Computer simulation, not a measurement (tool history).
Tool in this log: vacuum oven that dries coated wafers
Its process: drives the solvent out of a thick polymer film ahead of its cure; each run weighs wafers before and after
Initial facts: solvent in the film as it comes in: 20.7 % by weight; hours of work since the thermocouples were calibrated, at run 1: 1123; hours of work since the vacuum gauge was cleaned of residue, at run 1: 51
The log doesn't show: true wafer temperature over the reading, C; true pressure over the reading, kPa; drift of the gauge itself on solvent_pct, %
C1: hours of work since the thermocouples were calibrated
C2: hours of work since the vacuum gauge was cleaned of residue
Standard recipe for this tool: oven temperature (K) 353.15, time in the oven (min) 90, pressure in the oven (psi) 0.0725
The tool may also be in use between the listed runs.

Run 1, hour 0.0: usual settings; C1 1123; C2 51. Result: solvent left in the film (%) 0.80.
At hour 2.9: oven's thermocouples calibrated.
Run 2, hour 19.3: usual settings; C1 12; C2 64. Result: solvent left in the film (%) 0.82.
Run 3, hour 28.8: usual settings; C1 19; C2 71. Result: solvent left in the film (%) 0.80.
Run 4, hour 41.6: usual settings but oven temperature (K) 348.15; C1 29; C2 80. Result: solvent left in the film (%) 1.83.
Run 5, hour 51.8: usual settings but oven temperature (K) 342.15; C1 36; C2 88. Result: solvent left in the film (%) 3.94.
Run 6, hour 61.3: usual settings but oven temperature (K) 342.15; C1 43; C2 95. Result: solvent left in the film (%) 3.94.
Run 7, hour 74.9: usual settings; C1 53; C2 105. Result: solvent left in the film (%) 0.81.
Run 8, hour 82.5: usual settings but time in the oven (min) 122; C1 59; C2 111. Result: solvent left in the film (%) 0.42.
Run 9, hour 96.1: usual settings but oven temperature (K) 339.15; C1 69; C2 121. Result: solvent left in the film (%) 5.25.
Run 10, hour 106.1: usual settings; C1 76; C2 128. Result: solvent left in the film (%) 0.80.
Run 11, hour 113.5: usual settings but pressure in the oven (psi) 0.1323; C1 82; C2 134. Result: solvent left in the film (%) 0.99.
Run 12, hour 127.8: usual settings; C1 92; C2 144. Result: solvent left in the film (%) 0.81.
Run 13, hour 138.4: usual settings but time in the oven (min) 157; C1 100; C2 152. Result: solvent left in the film (%) 0.28.

What will run 14 give?
Run 14, hour 152.4: usual settings but oven temperature (K) 344.15, time in the oven (min) 144, pressure in the oven (psi) 0.0902; C1 111; C2 162. Result: solvent left in the film (%) ?.

{"run 14": {"solvent left in the film (%)": 1.4}}
Take away the tool's hidden state, keep the run-to-run variation as it was, and the same run would have given solvent left in the film (%) 1.40.

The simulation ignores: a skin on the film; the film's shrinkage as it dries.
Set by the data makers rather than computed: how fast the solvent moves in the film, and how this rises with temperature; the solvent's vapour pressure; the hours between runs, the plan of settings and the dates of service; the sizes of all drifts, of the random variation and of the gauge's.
